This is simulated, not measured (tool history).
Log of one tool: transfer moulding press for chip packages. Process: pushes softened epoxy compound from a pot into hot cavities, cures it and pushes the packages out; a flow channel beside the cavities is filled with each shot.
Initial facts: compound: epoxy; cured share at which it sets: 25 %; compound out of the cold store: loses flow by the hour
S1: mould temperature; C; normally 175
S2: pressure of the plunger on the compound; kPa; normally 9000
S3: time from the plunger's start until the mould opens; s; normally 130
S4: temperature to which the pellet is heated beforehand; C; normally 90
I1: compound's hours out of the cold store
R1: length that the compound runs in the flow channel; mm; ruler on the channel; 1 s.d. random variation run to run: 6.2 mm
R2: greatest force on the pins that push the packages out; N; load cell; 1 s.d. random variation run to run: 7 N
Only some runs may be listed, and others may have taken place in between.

run,hour,S1,S2,S3,S4,I1,R1,R2
1,0.0,175,9000,130,90,37.5,670,376
2,14.1,175,9000,130,90,9.6,755,445
3,21.4,175,9000,130,90,38.8,661,464
4,32.2,175,9000,130,90,15.1,741,524
5,47.7,175,9000,130,90,42.7,658,552
6,59.3,175,9000,130,90,31.1,699,556
# hour 63.1: cavities cleaned with cleaning compound and waxed
# hour 69.9: mould's thermocouples calibrated
7,70.0,175,9000,130,90,44.9,648,330
8,77.5,175,9000,130,90,45.9,649,380
9,89.0,175,9000,130,99,21.4,719,456
10,99.0,175,7950,130,90,24.5,674,505
11,111.1,175,9000,124,89,12.4,750,585
12,122.9,175,9000,130,84,11.5,754,577

What does the tool deliver on the next run?
13,130.3,175,9000,130,84,46.2,?,?

Run 13 measured R1 631 mm, R2 558 N.
The same run, on a tool lacking any hidden state, would have yielded R1 663 mm, R2 275 N.

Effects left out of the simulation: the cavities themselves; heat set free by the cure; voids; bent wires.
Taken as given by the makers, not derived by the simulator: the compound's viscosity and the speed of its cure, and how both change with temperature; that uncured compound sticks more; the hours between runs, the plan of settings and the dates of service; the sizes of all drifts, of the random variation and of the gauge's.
